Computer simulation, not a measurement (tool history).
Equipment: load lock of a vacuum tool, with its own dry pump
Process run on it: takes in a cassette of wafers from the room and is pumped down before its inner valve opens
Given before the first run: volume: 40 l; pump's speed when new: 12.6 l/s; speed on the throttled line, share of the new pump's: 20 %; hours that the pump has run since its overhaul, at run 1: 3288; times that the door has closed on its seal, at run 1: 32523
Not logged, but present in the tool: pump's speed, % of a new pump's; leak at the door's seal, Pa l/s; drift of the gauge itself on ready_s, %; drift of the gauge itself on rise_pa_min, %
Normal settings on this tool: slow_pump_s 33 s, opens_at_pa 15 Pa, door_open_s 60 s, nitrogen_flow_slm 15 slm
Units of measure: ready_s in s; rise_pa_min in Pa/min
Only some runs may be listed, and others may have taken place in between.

| run | day | slow_pump_s | opens_at_pa | door_open_s | nitrogen_flow_slm | hours that the pump has run since its overhaul | times that the door has closed on its seal | incoming humidity of the room's air, % | ready_s | rise_pa_min |
|---|---|---|---|---|---|---|---|---|---|---|
| 1 | 0.000 | 33 | 15 | 60 | 15 | 3288 | 32523 | 44.8 | 54.4 | 0.020 |
| 2 | 9.588 | 33 | 15 | 60 | 15 | 3518 | 33353 | 47.1 | 53.7 | 0.018 |
| 3 | 25.408 | 33 | 15 | 60 | 15 | 3898 | 34723 | 44.9 | 55.0 | 0.023 |
| 4 | 37.433 | 33 | 15 | 60 | 15 | 4186 | 35764 | 46.4 | 55.4 | 0.018 |
| 5 | 58.992 | 33 | 15 | 54 | 15 | 4704 | 37631 | 46.1 | 54.6 | 0.017 |
| 6 | 77.554 | 33 | 15 | 54 | 15 | 5149 | 39237 | 41.6 | 53.8 | 0.015 |
| 7 | 99.612 | 18 | 15 | 54 | 15 | 5679 | 41147 | 45.7 | 42.7 | 0.014 |
| 8 | 111.700 | 18 | 15 | 54 | 38 | 5969 | 42193 | 46.9 | 42.3 | 0.014 |
| 9 | 129.354 | 18 | 15 | 54 | 38 | 6392 | 43722 | 46.2 | 43.1 | 0.009 |
|  | 139.529 | door's seal changed, seat wiped |
| 10 | 141.092 | 18 | 15 | 54 | 38 | 6673 | 136 | 45.1 | 42.8 | 0.005 |
| 11 | 157.967 | 18 | 23 | 54 | 38 | 7078 | 1597 | 42.1 | 41.3 | 0.009 |
| 12 | 179.596 | 18 | 23 | 54 | 38 | 7597 | 3469 | 45.9 | 41.1 | 0.010 |
| 13 | 197.450 | 18 | 23 | 54 | 38 | 8025 | 5015 | 44.5 | 41.5 | 0.011 |
| 14 | 213.942 | 18 | 23 | 54 | 38 | 8421 | 6442 | 45.4 | 40.6 | 0.014 |
| 15 | 226.304 | 33 | 15 | 60 | 8 | 8718 | 7513 | 44.1 | 54.5 | 0.016 |
| 16 | 246.025 | 33 | 15 | 60 | 8 | 9191 | 9220 | 46.3 | 54.7 | 0.022 |
| 17 | 257.433 | 33 | 15 | 60 | 15 | 9465 | 10208 | 43.5 | 54.6 | 0.017 |
| 18 | 276.342 | 33 | 19 | 60 | 15 | 9919 | 11844 | 42.9 | 53.7 | 0.014 |
| 19 | 299.025 | 33 | 19 | 60 | 15 | 10463 | 13808 | 47.1 | 54.3 | 0.018 |
| 20 | 314.400 | 20 | 19 | 60 | 15 | 10832 | 15139 | 43.1 | 43.5 | 0.018 |
| 21 | 334.033 | 54 | 21 | 60 | 10 | 11303 | 16839 | 45.8 | 69.3 | 0.023 |
| 22 | 351.425 | 33 | 11 | 34 | 15 | 11721 | 18345 | 42.2 | 55.7 | 0.008 |
|  | 354.442 | dry pump taken out, an overhauled one fitted |
| 23 | 363.446 | 48 | 24 | 60 | 15 | 216 | 19364 | 45.7 | 65.4 | 0.016 |
| 24 | 384.154 | 33 | 15 | 204 | 7 | 713 | 21156 | 45.9 | 55.0 | 0.034 |
| 25 | 402.042 | 44 | 16 | 47 | 28 | 1142 | 22705 | 45.8 | 63.4 | 0.018 |
| 26 | 416.033 | 19 | 13 | 87 | 16 | 1478 | 23916 | 50.1 | 43.7 | 0.024 |
| 27 | 425.404 | 19 | 13 | 87 | 16 | 1703 | 24728 | 46.1 | 43.6 | 0.016 |
| 28 | 446.433 | 33 | 15 | 108 | 15 | 2208 | 26548 | 43.6 | 54.4 | 0.027 |
| 29 | 461.592 | 33 | 15 | 108 | 15 | 2572 | 27860 | 48.2 | 54.1 | 0.016 |
| 30 | 478.438 | 33 | 15 | 108 | 15 | 2976 | 29319 | 43.4 | 54.1 | 0.019 |
| 31 | 492.646 | 30 | 25 | 54 | 18 | 3317 | 30549 | 43.5 | 50.4 | 0.015 |
| 32 | 512.121 | 29 | 25 | 200 | 10 | 3784 | 32235 | 45.0 | 49.5 | 0.025 |
| 33 | 527.146 | 33 | 13 | 222 | 15 | 4145 | 33536 | 43.1 | 54.5 | 0.023 |
| 34 | 547.983 | 33 | 13 | 222 | 15 | 4645 | 35340 | 45.7 | 54.8 | 0.025 |
| 35 | 560.400 | 20 | 15 | 60 | 15 | 4943 | 36414 | 49.0 | 43.7 | 0.018 |
| 36 | 571.725 | 21 | 12 | 99 | 26 | 5215 | 37395 | 44.2 | 46.1 | 0.013 |
| 37 | 589.225 | 21 | 12 | 99 | 26 | 5635 | 38910 | 46.0 | 45.7 | 0.017 |

A few steps of rise_pa_min between consecutive runs. Split each: what settings, incoming material and random variation would produce without the hidden state, and what is left over for the hidden state, along with gauge scatter present in only one of the two compared results (measured, and without hidden state):
Run 1 -> 2: nothing adjusted, nothing logged. rise_pa_min -0.002 Pa/min: hidden state -0.001, all else -0.001.
Run 2 -> 3: nothing adjusted, nothing logged. rise_pa_min +0.005 Pa/min: hidden state +0.001, all else +0.004.
Run 9 -> 10: door's seal changed, seat wiped. rise_pa_min -0.004 Pa/min: hidden state -0.002, all else -0.002.
Run 21 -> 22: slow_pump_s 54 -> 33, opens_at_pa 21 -> 11, door_open_s 60 -> 34, nitrogen_flow_slm 10 -> 15. rise_pa_min -0.015 Pa/min: hidden state +0.000, all else -0.015.
Run 23 -> 24: slow_pump_s 48 -> 33, opens_at_pa 24 -> 15, door_open_s 60 -> 204, nitrogen_flow_slm 15 -> 7. rise_pa_min +0.018 Pa/min: hidden state +0.000, all else +0.018.
Run 24 -> 25: slow_pump_s 33 -> 44, opens_at_pa 15 -> 16, door_open_s 204 -> 47, nitrogen_flow_slm 7 -> 28. rise_pa_min -0.016 Pa/min: hidden state +0.000, all else -0.016.
